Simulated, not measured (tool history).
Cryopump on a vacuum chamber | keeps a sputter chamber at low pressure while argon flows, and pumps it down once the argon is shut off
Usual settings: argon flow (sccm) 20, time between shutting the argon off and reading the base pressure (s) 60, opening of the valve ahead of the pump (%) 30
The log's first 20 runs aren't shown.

run,hour,argon flow (sccm),time between shutting the argon off and reading the base pressure (s),opening of the valve ahead of the pump (%),pressure while argon flows (Pa),pressure after the wait (uPa)
21,448.0,26,39,16,0.1765,2.71
22,462.6,26,39,16,0.1767,2.75
23,491.6,26,39,16,0.1764,2.75
24,513.5,10,41,16,0.0690,2.69
25,535.9,33,60,31,0.1164,2.23
26,564.5,28,38,42,0.0733,2.90
27,590.7,28,38,42,0.0744,2.94
28,613.3,15,61,53,0.0319,2.24
29,645.9,28,74,22,0.1400,2.09
30,661.5,20,41,20,0.1101,2.87
31,691.3,28,94,30,0.1041,1.96
32,714.1,11,135,23,0.0525,1.67
33,739.2,20,39,50,0.0456,3.07
34,764.4,11,185,43,0.0293,1.58

3 ways to go on from here, each from the tool as it stands after run 34. What would each give?
A,791.7,24,60,36,?,?
B,791.7,19,22,32,?,?
C,791.7,30,60,40,?,?

run,pressure while argon flows (Pa),pressure after the wait (uPa)
A,0.0756,2.39
B,0.0662,4.37
C,0.0847,2.37
Without the tool's hidden state the same runs would have given:
run,pressure while argon flows (Pa),pressure after the wait (uPa)
A,0.0722,1.34
B,0.0636,3.33
C,0.0804,1.32
